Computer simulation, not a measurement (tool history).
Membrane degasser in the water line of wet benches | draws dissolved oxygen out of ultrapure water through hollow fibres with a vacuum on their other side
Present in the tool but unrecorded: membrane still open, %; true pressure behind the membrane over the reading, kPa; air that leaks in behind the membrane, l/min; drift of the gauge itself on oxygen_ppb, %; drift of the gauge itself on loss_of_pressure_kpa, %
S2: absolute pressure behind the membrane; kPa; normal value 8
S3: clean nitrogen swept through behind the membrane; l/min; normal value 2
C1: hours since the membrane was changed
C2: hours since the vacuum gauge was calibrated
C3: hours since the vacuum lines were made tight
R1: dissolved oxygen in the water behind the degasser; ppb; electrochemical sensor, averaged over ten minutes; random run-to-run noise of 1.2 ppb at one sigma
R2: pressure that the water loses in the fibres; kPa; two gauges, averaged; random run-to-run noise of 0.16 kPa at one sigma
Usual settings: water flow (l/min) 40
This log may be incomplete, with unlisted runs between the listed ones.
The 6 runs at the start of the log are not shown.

Run 7, hour 303: usual settings; C1 1121; C2 3763; C3 5804. Result: R1 273 ppb, R2 46.68 kPa.
Run 8, hour 371.7: usual settings; C1 1189; C2 3831; C3 5873. Result: R1 270 ppb, R2 46.48 kPa.
Run 9, hour 452.9: usual settings but S2 15.83 kPa; C1 1271; C2 3913; C3 5954. Result: R1 584.7 ppb, R2 46.48 kPa.
Run 10, hour 491.3: usual settings; C1 1309; C2 3951; C3 5993. Result: R1 270.8 ppb, R2 46.48 kPa.
Run 11, hour 550.3: usual settings; C1 1368; C2 4010; C3 6051. Result: R1 273.5 ppb, R2 46.56 kPa.
Run 12, hour 600.8: usual settings; C1 1418; C2 4060; C3 6102. Result: R1 272.4 ppb, R2 46.71 kPa.
Run 13, hour 656.3: usual settings; C1 1474; C2 4116; C3 6158. Result: R1 270.8 ppb, R2 46.96 kPa.
Run 14, hour 715: usual settings but S2 8.2 kPa; C1 1533; C2 4175; C3 6216. Result: R1 277.5 ppb, R2 46.69 kPa.
Run 15, hour 751.4: usual settings; C1 1569; C2 4211; C3 6253. Result: R1 271 ppb, R2 46.34 kPa.
Run 16, hour 820.1: usual settings but S3 4.11 l/min; C1 1638; C2 4280; C3 6321. Result: R1 168.9 ppb, R2 46.64 kPa.
At hour 826.3: vacuum gauge calibrated.
Run 17, hour 903.2: usual settings but S3 4.11 l/min; C1 1720; C2 77; C3 6404. Result: R1 165.5 ppb, R2 46.75 kPa.
Run 18, hour 964.5: usual settings but S3 4.11 l/min; C1 1782; C2 138; C3 6465. Result: R1 164.4 ppb, R2 47 kPa.
Run 19, hour 1047.3: usual settings but water flow (l/min) 29, S2 8.66 kPa, S3 1.65 l/min; C1 1864; C2 221; C3 6548. Result: R1 229.6 ppb, R2 34.11 kPa.
At hour 1099.5: seals of the vacuum lines changed.
Run 20, hour 1136.3: usual settings but water flow (l/min) 34, S2 8.66 kPa, S3 1.65 l/min; C1 1951; C2 308; C3 37. Result: R1 274.9 ppb, R2 39.72 kPa.
Run 21, hour 1174.5: usual settings but water flow (l/min) 34, S2 8.66 kPa, S3 1.65 l/min; C1 1990; C2 346; C3 75. Result: R1 271.9 ppb, R2 39.91 kPa.
Run 22, hour 1254.9: usual settings but water flow (l/min) 34, S2 8.66 kPa, S3 1.65 l/min; C1 2070; C2 427; C3 155. Result: R1 271.1 ppb, R2 39.75 kPa.
Run 23, hour 1341: usual settings but S3 2.2 l/min; C1 2156; C2 513; C3 241. Result: R1 248.7 ppb, R2 46.68 kPa.
Run 24, hour 1393.5: usual settings but S3 2.2 l/min; C1 2209; C2 565; C3 294. Result: R1 249 ppb, R2 46.79 kPa.
Run 25, hour 1450.6: usual settings but S3 2.2 l/min; C1 2266; C2 622; C3 351. Result: R1 247.7 ppb, R2 46.83 kPa.
Run 26, hour 1525.7: usual settings but S3 2.2 l/min; C1 2341; C2 697; C3 426. Result: R1 250.1 ppb, R2 46.8 kPa.
Run 27, hour 1615.4: usual settings but water flow (l/min) 45, S2 16.48 kPa, S3 1.63 l/min; C1 2431; C2 787; C3 516. Result: R1 805.7 ppb, R2 52.72 kPa.
Run 28, hour 1702: usual settings but S2 14.46 kPa, S3 2.31 l/min; C1 2517; C2 874; C3 603. Result: R1 475.5 ppb, R2 46.9 kPa.
Run 29, hour 1779.6: usual settings but water flow (l/min) 62; C1 2595; C2 951; C3 680. Result: R1 530.5 ppb, R2 72.82 kPa.
Run 30, hour 1841.5: usual settings but water flow (l/min) 39, S2 6.06 kPa, S3 2.85 l/min; C1 2657; C2 1013; C3 742. Result: R1 143.1 ppb, R2 45.47 kPa.

Predict the results of run 31:
Run 31, hour 1923.3: usual settings but water flow (l/min) 37, S2 6.06 kPa, S3 1.47 l/min; C1 2738; C2 1095; C3 824. Result: R1 ?, R2 ?.

Run 31 gave R1 199.8 ppb, R2 43.48 kPa.
Take away the tool's hidden state, keep the run-to-run variation as it was, and the same run would have given R1 191.7 ppb, R2 42.72 kPa.
